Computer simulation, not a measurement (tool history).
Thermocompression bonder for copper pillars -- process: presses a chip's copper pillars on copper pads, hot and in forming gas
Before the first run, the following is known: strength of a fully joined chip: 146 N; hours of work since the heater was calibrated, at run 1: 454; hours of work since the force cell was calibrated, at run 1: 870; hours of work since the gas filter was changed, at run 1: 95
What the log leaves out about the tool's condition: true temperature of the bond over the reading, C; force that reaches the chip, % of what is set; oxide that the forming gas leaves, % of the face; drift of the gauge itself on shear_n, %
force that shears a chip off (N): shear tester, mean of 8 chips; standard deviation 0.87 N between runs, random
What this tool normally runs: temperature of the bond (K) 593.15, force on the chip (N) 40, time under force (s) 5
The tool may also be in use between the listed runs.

| run | hour | temperature of the bond (K) | force on the chip (N) | time under force (s) | hours of work since the heater was calibrated | hours of work since the force cell was calibrated | hours of work since the gas filter was changed | force that shears a chip off (N) |
|---|---|---|---|---|---|---|---|---|
| 1 | 0 | 593.15 | 40 | 5 | 454 | 870 | 95 | 64.2 |
| 2 | 20.3 | 595.15 | 40 | 5 | 464 | 880 | 105 | 67.2 |
| 3 | 37.3 | 595.15 | 40 | 5 | 472 | 889 | 113 | 67.1 |
| 4 | 56.1 | 595.15 | 40 | 5 | 482 | 898 | 123 | 63.6 |
| 5 | 66.8 | 595.15 | 40 | 5 | 487 | 904 | 128 | 66.2 |
|  | 71 | heater calibrated with a thermocouple chip |
| 6 | 89.1 | 595.15 | 40 | 5 | 9 | 914 | 138 | 65.4 |
| 7 | 105.8 | 595.15 | 40 | 5 | 17 | 922 | 146 | 63.7 |
| 8 | 123.9 | 622.15 | 32 | 8 | 26 | 931 | 155 | 78.1 |
| 9 | 148.1 | 617.15 | 40 | 7 | 38 | 943 | 167 | 85.1 |
| 10 | 164.4 | 593.15 | 40 | 4 | 46 | 951 | 176 | 58.5 |
| 11 | 186.7 | 607.15 | 30 | 4 | 58 | 962 | 187 | 49.3 |
| 12 | 196.9 | 586.15 | 28 | 5 | 63 | 967 | 192 | 40.3 |

Describe how what the log doesn't record of the tool's condition differs between the last listed run preceding each entry between runs and the first listed run following it.
In the gap between runs 5 and 6: heater calibrated with a thermocouple chip (hour 71)
  true temperature of the bond over the reading, C: -2.7 -> -3.8; force that reaches the chip, % of what is set: 94.5 -> 94.4; oxide that the forming gas leaves, % of the face: 3.01 -> 3.2
  difference, measured minus the result without the unlogged condition, force that shears a chip off (N): -7.2 -> -8
